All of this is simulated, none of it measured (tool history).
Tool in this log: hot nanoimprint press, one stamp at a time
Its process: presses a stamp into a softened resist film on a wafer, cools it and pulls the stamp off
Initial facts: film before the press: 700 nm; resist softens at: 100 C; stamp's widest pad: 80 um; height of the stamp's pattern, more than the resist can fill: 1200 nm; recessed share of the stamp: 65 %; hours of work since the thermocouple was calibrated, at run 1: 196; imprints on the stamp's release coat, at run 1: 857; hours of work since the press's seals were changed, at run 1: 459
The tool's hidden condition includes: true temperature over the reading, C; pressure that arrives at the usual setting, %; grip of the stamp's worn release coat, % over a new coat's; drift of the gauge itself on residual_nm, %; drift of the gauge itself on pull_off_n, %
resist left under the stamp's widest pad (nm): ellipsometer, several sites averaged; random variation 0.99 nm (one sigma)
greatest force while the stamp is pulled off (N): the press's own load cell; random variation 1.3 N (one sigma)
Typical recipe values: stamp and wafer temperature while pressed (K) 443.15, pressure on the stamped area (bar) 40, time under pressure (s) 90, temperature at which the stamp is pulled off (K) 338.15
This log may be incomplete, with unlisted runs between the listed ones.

run     day  stamp and wafer temperature while pressed (K)  pressure on the stamped area (bar)  time under pressure (s)  temperature at which the stamp is pulled off (K)  hours of work since the thermocouple was calibrated  imprints on the stamp's release coat  hours of work since the press's seals were changed  resist left under the stamp's widest pad (nm)  greatest force while the stamp is pulled off (N)
  1       0                                         443.15                                  40                       90                                            338.15                                                  196                                   857                                                 459                                          279.3                                               109
  2   0.912                                         443.15                                42.4                       90                                            338.15                                                  210                                   925                                                 473                                          269.5                                               106
  3   1.854                                         443.15                                  40                       90                                            338.15                                                  224                                   995                                                 488                                          277.8                                               107
  4   2.379                                         443.15                                  40                       70                                            338.15                                                  232                                  1034                                                 496                                          302.3                                               109
  5   2.846                                         443.15                                  40                       70                                            338.15                                                  240                                  1069                                                 503                                          301.4                                               110
  6   3.758                                         443.15                                  40                       90                                            338.15                                                  254                                  1137                                                 517                                          276.4                                               109
  7   4.458                                         443.15                                  40                       90                                            338.15                                                  265                                  1189                                                 528                                          276.9                                               110
  8   5.408                                         443.15                                  40                       90                                            338.15                                                  280                                  1260                                                 543                                          276.9                                               109
      5.708  -- stamp cleaned and given a new release coat
  9   6.104                                         443.15                                  40                       90                                            338.15                                                  287                                    29                                                 550                                          277.9                                               106
 10     6.7                                         443.15                                  40                       90                                            338.15                                                  296                                    74                                                 559                                          277.7                                               108
 11   7.617                                         443.15                                  40                       46                                            338.15                                                  310                                   142                                                 573                                          343.9                                               109
 12   8.417                                         443.15                                  40                       46                                            338.15                                                  323                                   202                                                 586                                            343                                               108
 13   9.133                                         443.15                                  40                       46                                            338.15                                                  334                                   255                                                 597                                          343.8                                               107
 14   9.788                                         443.15                                  40                       46                                            338.15                                                  344                                   304                                                 607                                          339.1                                               110
 15  10.654                                         443.15                                  40                       46                                            338.15                                                  357                                   369                                                 621                                          341.9                                               110
 16    11.6                                         443.15                                60.7                      124                                            324.15                                                  372                                   439                                                 635                                          191.3                                               114
 17  12.183                                         433.15                                39.7                      118                                            324.15                                                  381                                   483                                                 645                                          362.7                                               117
 18  12.733                                         433.15                                39.7                      118                                            324.15                                                  390                                   524                                                 653                                          364.7                                               118
 19  13.196                                         433.15                                39.7                      118                                            324.15                                                  397                                   559                                                 660                                            362                                               114
     13.883  -- plate thermocouple calibrated
 20    14.2                                         450.15                                  40                       90                                            338.15                                                    5                                   624                                                 674                                          212.9                                               108
 21  14.667                                         442.15                                  40                       90                                            332.15                                                   12                                   659                                                 681                                          283.1                                               112
     14.971  -- gauge calibrated
 22  15.375                                         440.15                                  40                       90                                            338.15                                                   23                                   712                                                 692                                          308.8                                               109
 23  16.158                                         440.15                                  40                       90                                            338.15                                                   35                                   770                                                 704                                          310.6                                               110
 24  16.558                                         443.15                                  40                       49                                            338.15                                                   42                                   800                                                 711                                          340.9                                               107
 25  16.992                                         445.15                                37.6                       90                                            338.15                                                   48                                   832                                                 717                                          268.7                                               109
 26  17.775                                         445.15                                37.6                       90                                            338.15                                                   61                                   891                                                 730                                          268.8                                               106
 27  18.725                                         448.15                                37.6                       62                                            338.15                                                   75                                   962                                                 744                                          275.9                                               108
 28  19.292                                         454.15                                25.7                       90                                            328.15                                                   84                                  1004                                                 753                                          250.6                                               113
 29  20.092                                         443.15                                39.3                       88                                            331.15                                                   97                                  1064                                                 766                                          280.1                                               110
 30  21.042                                         443.15                                  46                      143                                            337.15                                                  111                                  1134                                                 780                                          216.2                                               109

What if the next run were any one of these 4? Each begins from the tool's condition after run 30:
  A  21.838                                         443.15                                  40                      121                                            338.15                                                  124                                  1194                                                 793                                              ?                                                 ?
  B  21.838                                         443.15                                  40                       63                                            337.15                                                  124                                  1194                                                 793                                              ?                                                 ?
  C  21.838                                         443.15                                  46                       86                                            338.15                                                  124                                  1194                                                 793                                              ?                                                 ?
  D  21.838                                         443.15                                24.7                       91                                            325.15                                                  124                                  1194                                                 793                                              ?                                                 ?

run  resist left under the stamp's widest pad (nm)  greatest force while the stamp is pulled off (N)
  A                                          248.5                                               108
  B                                          310.4                                               109
  C                                          259.6                                               108
  D                                          356.9                                               117
Take away the tool's hidden state, keep each run's random variation, and the runs would have read:
run  resist left under the stamp's widest pad (nm)  greatest force while the stamp is pulled off (N)
  A                                          251.4                                               107
  B                                            314                                               108
  C                                          262.5                                               107
  D                                          361.2                                               116
